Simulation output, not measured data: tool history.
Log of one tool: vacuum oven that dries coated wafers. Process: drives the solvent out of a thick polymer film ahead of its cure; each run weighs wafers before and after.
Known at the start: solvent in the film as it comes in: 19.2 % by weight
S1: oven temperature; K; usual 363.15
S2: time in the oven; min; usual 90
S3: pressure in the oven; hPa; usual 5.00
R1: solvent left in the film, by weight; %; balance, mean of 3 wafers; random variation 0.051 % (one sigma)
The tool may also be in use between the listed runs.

| run | hour | S1 | S2 | S3 | R1 |
|---|---|---|---|---|---|
| 1 | 0.0 | 363.15 | 90 | 5.00 | 1.68 |
| 2 | 60.1 | 363.15 | 90 | 5.00 | 1.73 |
| 3 | 144.0 | 363.15 | 63 | 5.00 | 2.99 |
| 4 | 206.4 | 363.15 | 63 | 7.45 | 3.24 |
| 5 | 284.5 | 363.15 | 63 | 7.45 | 3.13 |
| 6 | 346.6 | 363.15 | 63 | 7.45 | 3.18 |
| 7 | 406.7 | 363.15 | 63 | 7.45 | 3.18 |
|  | 478.7 | vacuum gauge cleaned of residue and calibrated |
| 8 | 486.1 | 363.15 | 63 | 7.45 | 2.82 |
| 9 | 563.2 | 363.15 | 70 | 7.45 | 2.35 |
| 10 | 601.4 | 363.15 | 126 | 5.00 | 0.63 |
| 11 | 670.2 | 363.15 | 126 | 6.30 | 0.74 |
| 12 | 747.5 | 363.15 | 126 | 6.30 | 0.79 |
|  | 775.9 | oven's thermocouples calibrated |
| 13 | 819.8 | 363.15 | 126 | 6.30 | 0.79 |
| 14 | 889.5 | 363.15 | 126 | 6.30 | 0.85 |
| 15 | 929.0 | 364.15 | 90 | 5.00 | 1.49 |
|  | 962.0 | oven's thermocouples calibrated, once more |
| 16 | 983.0 | 363.15 | 90 | 5.00 | 1.15 |
| 17 | 1023.7 | 363.15 | 90 | 5.00 | 1.15 |
| 18 | 1106.3 | 363.15 | 90 | 5.00 | 1.22 |
| 19 | 1179.4 | 363.15 | 90 | 5.00 | 1.16 |
| 20 | 1221.0 | 363.15 | 90 | 5.00 | 1.20 |
| 21 | 1262.2 | 363.15 | 90 | 5.00 | 1.30 |
| 22 | 1347.2 | 363.15 | 90 | 5.00 | 1.32 |
| 23 | 1401.0 | 363.15 | 90 | 5.00 | 1.18 |
| 24 | 1460.7 | 363.15 | 90 | 5.00 | 1.34 |
| 25 | 1509.5 | 355.15 | 96 | 5.00 | 3.20 |
| 26 | 1554.7 | 355.15 | 96 | 5.00 | 3.19 |
| 27 | 1605.7 | 371.15 | 48 | 17.18 | 2.07 |
| 28 | 1661.3 | 371.15 | 48 | 17.18 | 2.02 |
| 29 | 1743.0 | 371.15 | 48 | 17.18 | 2.20 |
| 30 | 1827.5 | 360.15 | 90 | 6.93 | 2.20 |
| 31 | 1913.8 | 356.15 | 83 | 2.60 | 3.55 |
| 32 | 1996.1 | 349.15 | 67 | 2.60 | 7.48 |
| 33 | 2070.2 | 349.15 | 67 | 2.60 | 7.44 |
| 34 | 2108.7 | 372.15 | 90 | 5.00 | 0.44 |
| 35 | 2145.9 | 353.15 | 90 | 18.37 | 5.45 |
| 36 | 2227.2 | 353.15 | 90 | 18.37 | 5.47 |
| 37 | 2269.5 | 353.15 | 90 | 18.37 | 5.37 |
| 38 | 2352.4 | 353.15 | 90 | 18.37 | 5.55 |
| 39 | 2402.1 | 353.15 | 90 | 18.37 | 5.49 |
| 40 | 2438.4 | 360.15 | 155 | 2.72 | 0.78 |
|  | 2460.7 | oven's thermocouples calibrated |
| 41 | 2486.2 | 360.15 | 155 | 2.72 | 0.66 |
| 42 | 2557.0 | 360.15 | 155 | 6.76 | 0.89 |
| 43 | 2642.1 | 363.15 | 159 | 5.00 | 0.62 |
| 44 | 2694.0 | 374.15 | 50 | 5.01 | 1.01 |
| 45 | 2774.8 | 363.15 | 108 | 5.00 | 0.94 |
| 46 | 2849.0 | 363.15 | 108 | 5.00 | 1.05 |
| 47 | 2899.2 | 350.15 | 108 | 2.61 | 4.30 |

4 ways to go on from here, each from the tool as it stands after run 47. What would each give?
| A | 2949.7 | 354.15 | 162 | 2.61 | ? |
| B | 2949.7 | 354.15 | 56 | 2.61 | ? |
| C | 2949.7 | 363.15 | 61 | 10.57 | ? |
| D | 2949.7 | 367.15 | 108 | 10.22 | ? |

| run | R1 |
|---|---|
| A | 1.45 |
| B | 6.24 |
| C | 3.05 |
| D | 0.83 |
Without the tool's hidden state the same runs would have given:
| run | R1 |
|---|---|
| A | 0.93 |
| B | 5.77 |
| C | 2.66 |
| D | 0.51 |

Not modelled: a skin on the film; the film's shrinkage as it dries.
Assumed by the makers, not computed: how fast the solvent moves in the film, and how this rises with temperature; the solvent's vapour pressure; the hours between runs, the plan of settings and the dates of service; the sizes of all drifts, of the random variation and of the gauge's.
